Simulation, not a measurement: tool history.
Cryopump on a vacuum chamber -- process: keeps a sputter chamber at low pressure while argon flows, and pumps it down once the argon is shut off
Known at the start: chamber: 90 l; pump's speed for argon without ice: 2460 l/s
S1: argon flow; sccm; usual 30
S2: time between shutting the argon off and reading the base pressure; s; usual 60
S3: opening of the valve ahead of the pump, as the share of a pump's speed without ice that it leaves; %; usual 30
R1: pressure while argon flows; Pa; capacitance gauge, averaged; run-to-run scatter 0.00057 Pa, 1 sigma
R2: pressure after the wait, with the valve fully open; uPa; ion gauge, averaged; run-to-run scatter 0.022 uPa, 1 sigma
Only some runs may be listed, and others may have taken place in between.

run     day  S1   S2  S3      R1    R2
  1   0.000  30   60  30  0.0712  0.70
  2   1.412  30   60  30  0.0721  0.70
  3   2.654  19   60  30  0.0463  0.69
  4   3.321  54   60  30  0.1299  0.68
  5   4.017  54   60  30  0.1300  0.74
  6   5.433  54   60  30  0.1316  0.68
  7   6.417  54   60  30  0.1302  0.74
  8   7.742  30   60  30  0.0728  0.74
  9   8.400  30   60  30  0.0740  0.71
 10   9.842  30   60  30  0.0732  0.74
 11  10.575  30   60  30  0.0729  0.74
 12  11.358  30  225  30  0.0741  0.41
 13  12.546  15   70  30  0.0377  0.72
 14  13.217  24  168  17  0.1021  0.46
 15  14.433  24  168  17  0.1008  0.49
 16  15.750  20   65  30  0.0489  0.75
 17  16.846  39  203  24  0.1194  0.45
 18  18.183  32   37  24  0.0983  1.11
 19  18.883  19   30  53  0.0300  1.27
 20  20.050  19   30  53  0.0291  1.28
 21  21.054  51   38  30  0.1277  1.12
 22  22.379  19  109  46  0.0340  0.61
 23  23.867  55   33  43  0.1033  1.22
 24  24.888  55   33  43  0.1042  1.29

Each row is a separate what-if for the run after 24, all from the same tool condition, not one after another. Results?
  A  26.192  55   65  43   ?   ?
  B  26.192  14   65  27   ?   ?
  C  26.192  34  190  43   ?   ?
  D  26.192  30   75  17   ?   ?
  E  26.192  12   52  49   ?   ?

run      R1    R2
  A  0.1025  0.84
  B  0.0395  0.84
  C  0.0642  0.52
  D  0.1292  0.78
  E  0.0209  0.95
Had the tool no hidden state, the same runs would have come out as:
run      R1    R2
  A  0.0864  0.58
  B  0.0354  0.58
  C  0.0542  0.27
  D  0.1204  0.51
  E  0.0174  0.69
